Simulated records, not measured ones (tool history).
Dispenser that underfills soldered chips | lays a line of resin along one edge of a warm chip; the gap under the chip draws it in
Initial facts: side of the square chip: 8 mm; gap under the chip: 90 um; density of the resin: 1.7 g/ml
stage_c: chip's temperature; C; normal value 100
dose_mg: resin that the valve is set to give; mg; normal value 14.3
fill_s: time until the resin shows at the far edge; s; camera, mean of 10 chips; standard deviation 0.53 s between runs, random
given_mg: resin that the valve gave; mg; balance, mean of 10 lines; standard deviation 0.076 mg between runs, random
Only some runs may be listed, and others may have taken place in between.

run,hour,stage_c,dose_mg,fill_s,given_mg
1,0.0,100,14.3,42.7,14.20
2,6.0,105,14.3,43.4,13.96
3,14.4,105,14.3,54.7,14.11
# hour 19.2: new syringe of resin
4,23.1,100,15.5,48.2,15.32
5,32.1,100,12.4,65.9,11.96
# hour 37.9: new syringe of resin
6,41.2,100,12.4,49.2,12.00
7,50.0,100,12.4,63.7,12.03
# hour 56.3: new syringe of resin
8,59.5,100,14.3,47.8,13.80
9,70.5,100,14.3,65.7,13.65
# hour 75.3: new syringe of resin
10,76.1,100,14.3,43.6,13.69
11,83.1,97,14.3,58.5,13.54
12,92.0,97,14.3,75.5,13.59
# hour 93.6: new syringe of resin
13,100.0,101,14.3,48.6,13.45
# hour 112.0: new syringe of resin
14,112.0,112,15.5,29.7,14.56
15,120.0,112,15.5,37.0,14.55
# hour 122.9: dispensing valve cleaned and set on the balance
16,126.9,112,15.5,42.5,15.39
# hour 132.0: new syringe of resin
17,133.7,112,15.5,30.1,15.28
18,138.9,114,13.3,34.9,13.08
# hour 150.3: new syringe of resin
19,150.4,100,14.9,41.7,14.62
20,159.8,100,14.9,55.4,14.72
21,167.9,115,14.3,44.0,13.91
# hour 169.2: new syringe of resin
22,175.7,91,13.6,69.7,13.24
23,186.9,91,13.6,96.3,13.07
# hour 188.0: new syringe of resin
24,198.4,91,13.6,77.9,13.05
# hour 206.7: new syringe of resin
25,206.8,93,18.4,50.3,17.56
26,212.1,105,14.0,42.2,13.42

Pick out some run-to-run changes in fill_s. Of each, how much would a tool without hidden state show as well, from the settings, what came in and chance, and how much is left for the hidden state and any gauge scatter not in both results compared?
Hidden conditions of the tool in this case: resin's viscosity, % of fresh resin's; dose that the valve gives, % of what is set; true chip temperature over the reading, C; drift of the gauge itself on fill_s, %; drift of the gauge itself on given_mg, %.
Run 9 -> 10: new syringe of resin. fill_s -22.1 s: hidden state -21.8, all else -0.3.
Run 12 -> 13: stage_c 97 -> 101, new syringe of resin. fill_s -26.9 s: hidden state -20.9, all else -6.0.
Run 22 -> 23: no setting touched and nothing written in the log between the runs. fill_s +26.6 s: hidden state +27.0, all else -0.4.
Run 24 -> 25: stage_c 91 -> 93, dose_mg 13.6 -> 18.4, new syringe of resin. fill_s -27.6 s: hidden state -20.8, all else -6.8.
